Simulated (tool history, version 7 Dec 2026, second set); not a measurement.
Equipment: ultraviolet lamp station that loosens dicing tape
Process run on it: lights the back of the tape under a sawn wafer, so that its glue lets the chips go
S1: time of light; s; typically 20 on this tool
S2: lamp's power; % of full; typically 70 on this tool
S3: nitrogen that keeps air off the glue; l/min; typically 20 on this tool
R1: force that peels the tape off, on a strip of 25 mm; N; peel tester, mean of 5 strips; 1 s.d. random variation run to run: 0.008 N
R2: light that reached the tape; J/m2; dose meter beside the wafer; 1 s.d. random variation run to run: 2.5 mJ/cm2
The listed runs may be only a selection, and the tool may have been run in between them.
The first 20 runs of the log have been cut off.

| run | hour | S1 | S2 | S3 | R1 | R2 |
|---|---|---|---|---|---|---|
| 21 | 168 | 25 | 70 | 20 | 0.286 | 3310 |
| 22 | 175.4 | 20 | 70 | 27 | 0.313 | 2690 |
| 23 | 186.7 | 20 | 70 | 27 | 0.33 | 2630 |
| 24 | 195.6 | 20 | 70 | 27 | 0.305 | 2650 |
| 25 | 203 | 20 | 70 | 27 | 0.316 | 2650 |
| 26 | 214.5 | 12 | 89 | 6 | 0.884 | 1990 |
| 27 | 223.4 | 11 | 68 | 6 | 1.386 | 1420 |
| 28 | 234.6 | 27 | 70 | 20 | 0.269 | 3520 |
| 29 | 240.8 | 12 | 94 | 7 | 0.788 | 2130 |
| 30 | 250.7 | 30 | 82 | 28 | 0.25 | 4610 |
| 31 | 257.1 | 30 | 82 | 28 | 0.252 | 4580 |
| 32 | 265.4 | 23 | 81 | 28 | 0.254 | 3500 |
| 33 | 274.1 | 23 | 81 | 28 | 0.27 | 3470 |
| 34 | 284.2 | 23 | 81 | 26 | 0.271 | 3480 |
| 35 | 289 | 12 | 62 | 16 | 0.879 | 1390 |
| 36 | 297 | 18 | 88 | 24 | 0.302 | 2930 |
| 37 | 305.6 | 18 | 92 | 24 | 0.289 | 3080 |
| 38 | 311.6 | 25 | 87 | 6 | 0.358 | 4010 |
| 39 | 316.3 | 25 | 87 | 6 | 0.36 | 4040 |
| 40 | 326.2 | 25 | 87 | 6 | 0.358 | 4000 |
| 41 | 333.1 | 10 | 70 | 20 | 0.893 | 1260 |
| 42 | 343.6 | 16 | 93 | 11 | 0.431 | 2730 |

Each row is a separate what-if for the run after 42, all from the same tool condition, not one after another. Results?
| A | 350 | 20 | 84 | 20 | ? | ? |
| B | 350 | 16 | 93 | 34 | ? | ? |
| C | 350 | 12 | 91 | 29 | ? | ? |
| D | 350 | 38 | 93 | 12 | ? | ? |

| run | R1 | R2 |
|---|---|---|
| A | 0.313 | 3050 |
| B | 0.291 | 2680 |
| C | 0.415 | 2000 |
| D | 0.264 | 6440 |
Stripped of hidden state, with their random variation kept, the same runs would have yielded:
| run | R1 | R2 |
|---|---|---|
| A | 0.285 | 3520 |
| B | 0.268 | 3100 |
| C | 0.35 | 2310 |
| D | 0.263 | 7440 |

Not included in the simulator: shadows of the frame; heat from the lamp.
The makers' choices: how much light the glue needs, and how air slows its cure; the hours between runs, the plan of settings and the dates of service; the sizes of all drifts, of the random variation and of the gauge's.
